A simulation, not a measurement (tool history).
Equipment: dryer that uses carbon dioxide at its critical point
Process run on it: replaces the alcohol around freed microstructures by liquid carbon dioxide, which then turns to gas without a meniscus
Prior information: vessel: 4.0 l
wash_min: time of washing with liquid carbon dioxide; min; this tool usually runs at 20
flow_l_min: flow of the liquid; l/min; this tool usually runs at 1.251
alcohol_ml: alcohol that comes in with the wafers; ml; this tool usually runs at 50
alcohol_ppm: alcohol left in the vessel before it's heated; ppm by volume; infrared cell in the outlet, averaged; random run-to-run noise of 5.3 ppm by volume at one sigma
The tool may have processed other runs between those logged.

run,hour,wash_min,flow_l_min,alcohol_ml,alcohol_ppm
1,0.0,20,1.251,50,140
2,44.9,20,1.251,50,145
3,70.8,20,1.251,50,162
4,110.7,14,1.251,50,559
5,145.2,20,2.090,50,33
6,193.1,20,2.090,37,30
7,228.5,20,2.090,37,29
8,267.4,20,1.251,50,198
# hour 298.9: inlet filter changed
9,306.2,20,1.251,50,138
10,350.0,20,1.251,50,137
11,395.1,20,1.770,50,52
12,446.9,18,1.610,120,183
13,492.0,24,0.930,34,179
14,540.6,24,0.930,34,188
15,575.9,24,0.930,21,139
16,616.3,20,1.660,104,100

4 options for the next run, each taken on its own from the tool as it stands now. Forecast them:
A,668.8,20,1.660,80,?
B,668.8,20,0.990,52,?
C,668.8,14,1.300,88,?
D,668.8,24,0.990,23,?

run,alcohol_ppm
A,110
B,425
C,913
D,134
Stripped of hidden state, with their random variation kept, the same runs would have yielded:
run,alcohol_ppm
A,44
B,279
C,652
D,64
